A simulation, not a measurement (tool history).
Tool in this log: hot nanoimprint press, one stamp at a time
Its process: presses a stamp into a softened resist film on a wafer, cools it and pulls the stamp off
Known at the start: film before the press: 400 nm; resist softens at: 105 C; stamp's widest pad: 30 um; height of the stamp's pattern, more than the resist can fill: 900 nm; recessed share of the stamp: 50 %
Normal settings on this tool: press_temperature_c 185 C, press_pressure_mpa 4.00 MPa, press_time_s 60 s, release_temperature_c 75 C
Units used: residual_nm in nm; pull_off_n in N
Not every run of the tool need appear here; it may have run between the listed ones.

run,hour,press_temperature_c,press_pressure_mpa,press_time_s,release_temperature_c,residual_nm,pull_off_n
1,0.0,185,4.00,60,75,161.1,149
# hour 36.4: plate thermocouple calibrated
# hour 42.4: stamp cleaned and given a new release coat
2,72.1,185,4.00,60,75,160.5,146
3,113.9,185,4.00,60,75,161.4,145
4,159.0,185,4.00,60,67,162.9,152
5,195.9,185,4.00,60,75,162.1,145
6,228.6,185,4.00,60,75,162.1,148
7,262.6,185,4.00,60,75,162.5,149
8,324.9,185,4.00,60,75,161.9,148
9,372.0,185,4.00,60,75,161.2,145
10,419.1,185,4.00,60,80,163.2,145
11,453.8,185,4.73,60,75,149.3,151
12,509.7,195,3.92,106,63,78.4,158
13,568.0,195,3.92,106,63,79.1,157
# hour 617.9: press's hydraulic seals changed and the load cell set to zero
14,617.9,188,2.72,32,68,212.7,155
15,660.0,183,4.00,61,75,177.7,147
16,716.3,180,4.00,41,65,232.3,157
# hour 724.3: plate thermocouple calibrated
# hour 730.3: stamp cleaned and given a new release coat
17,764.5,186,3.54,31,75,209.3,147
18,825.1,180,4.00,76,75,190.8,150
19,890.4,185,4.00,94,64,135.7,154

The next listed run, before its measurement:
20,953.5,195,2.54,84,81,?,?

{"run 20": {"residual_nm": 111.1, "pull_off_n": 144}}
On a tool with no hidden condition, and with the same random variation, this run would have come out at residual_nm 108.9 nm, pull_off_n 143 N.
